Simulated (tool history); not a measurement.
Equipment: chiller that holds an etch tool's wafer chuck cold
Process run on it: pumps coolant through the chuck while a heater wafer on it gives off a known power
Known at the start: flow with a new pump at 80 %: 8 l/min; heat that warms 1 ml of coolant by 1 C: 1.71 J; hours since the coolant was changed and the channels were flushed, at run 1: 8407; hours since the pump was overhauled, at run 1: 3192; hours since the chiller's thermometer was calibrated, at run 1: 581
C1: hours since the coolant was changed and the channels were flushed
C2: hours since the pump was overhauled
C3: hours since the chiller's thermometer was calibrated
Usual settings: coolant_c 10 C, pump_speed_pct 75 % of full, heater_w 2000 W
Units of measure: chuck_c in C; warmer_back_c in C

run 1 hour=0 | coolant_c=10 pump_speed_pct=75 heater_w=2000 | C1=8407 C2=3192 C3=581 | chuck_c=25.5 warmer_back_c=9.44
run 2 hour=72.9 | coolant_c=10 pump_speed_pct=90 heater_w=2000 | C1=8479 C2=3265 C3=654 | chuck_c=22.8 warmer_back_c=7.72
run 3 hour=142 | coolant_c=10 pump_speed_pct=90 heater_w=2000 | C1=8549 C2=3334 C3=723 | chuck_c=22.8 warmer_back_c=7.66
run 4 hour=260.4 | coolant_c=10 pump_speed_pct=90 heater_w=2000 | C1=8667 C2=3452 C3=842 | chuck_c=22.9 warmer_back_c=7.73
run 5 hour=358.3 | coolant_c=10 pump_speed_pct=75 heater_w=2000 | C1=8765 C2=3550 C3=940 | chuck_c=25.6 warmer_back_c=9.47
run 6 hour=506.1 | coolant_c=10 pump_speed_pct=75 heater_w=2000 | C1=8913 C2=3698 C3=1087 | chuck_c=25.5 warmer_back_c=9.53
run 7 hour=614.8 | coolant_c=10 pump_speed_pct=75 heater_w=2000 | C1=9021 C2=3807 C3=1196 | chuck_c=25.4 warmer_back_c=9.48
run 8 hour=714.9 | coolant_c=10 pump_speed_pct=75 heater_w=1590 | C1=9121 C2=3907 C3=1296 | chuck_c=22.3 warmer_back_c=7.63
run 9 hour=779.4 | coolant_c=10 pump_speed_pct=75 heater_w=1590 | C1=9186 C2=3971 C3=1361 | chuck_c=22.3 warmer_back_c=7.6
run 10 hour=922.5 | coolant_c=10 pump_speed_pct=75 heater_w=1590 | C1=9329 C2=4114 C3=1504 | chuck_c=22.2 warmer_back_c=7.61
run 11 hour=1025.2 | coolant_c=0 pump_speed_pct=63 heater_w=1610 | C1=9432 C2=4217 C3=1606 | chuck_c=15.1 warmer_back_c=9.32
run 12 hour=1134.5 | coolant_c=10 pump_speed_pct=65 heater_w=1551 | C1=9541 C2=4326 C3=1716 | chuck_c=23.9 warmer_back_c=8.76
-- hour=1171.2 coolant changed, channels flushed
run 13 hour=1208.8 | coolant_c=18 pump_speed_pct=65 heater_w=1551 | C1=38 C2=4395 C3=1784 | chuck_c=31.8 warmer_back_c=8.71
run 14 hour=1304.5 | coolant_c=17 pump_speed_pct=70 heater_w=2228 | C1=133 C2=4490 C3=1880 | chuck_c=35.5 warmer_back_c=11.45
run 15 hour=1395.4 | coolant_c=2 pump_speed_pct=75 heater_w=2000 | C1=224 C2=4581 C3=1971 | chuck_c=17.5 warmer_back_c=9.54

Branching from run 15: 5 alternative next runs. What would each branch give?
run A hour=1518.5 | coolant_c=10 pump_speed_pct=83 heater_w=2000 | C1=347 C2=4704 C3=2094 | chuck_c=? warmer_back_c=?
run B hour=1518.5 | coolant_c=10 pump_speed_pct=81 heater_w=2205 | C1=347 C2=4704 C3=2094 | chuck_c=? warmer_back_c=?
run C hour=1518.5 | coolant_c=20 pump_speed_pct=81 heater_w=2995 | C1=347 C2=4704 C3=2094 | chuck_c=? warmer_back_c=?
run D hour=1518.5 | coolant_c=20 pump_speed_pct=67 heater_w=1002 | C1=347 C2=4704 C3=2094 | chuck_c=? warmer_back_c=?
run E hour=1518.5 | coolant_c=3 pump_speed_pct=75 heater_w=2682 | C1=347 C2=4704 C3=2094 | chuck_c=? warmer_back_c=?

run=A chuck_c=23.9 warmer_back_c=8.62
run=B chuck_c=25.7 warmer_back_c=9.67
run=C chuck_c=41.3 warmer_back_c=13.19
run=D chuck_c=28.7 warmer_back_c=5.47
run=E chuck_c=23.9 warmer_back_c=12.77
With no hidden state in the tool, these same runs would have given:
run=A chuck_c=23.9 warmer_back_c=8.45
run=B chuck_c=25.7 warmer_back_c=9.5
run=C chuck_c=41.3 warmer_back_c=13.02
run=D chuck_c=28.7 warmer_back_c=5.3
run=E chuck_c=23.9 warmer_back_c=12.6

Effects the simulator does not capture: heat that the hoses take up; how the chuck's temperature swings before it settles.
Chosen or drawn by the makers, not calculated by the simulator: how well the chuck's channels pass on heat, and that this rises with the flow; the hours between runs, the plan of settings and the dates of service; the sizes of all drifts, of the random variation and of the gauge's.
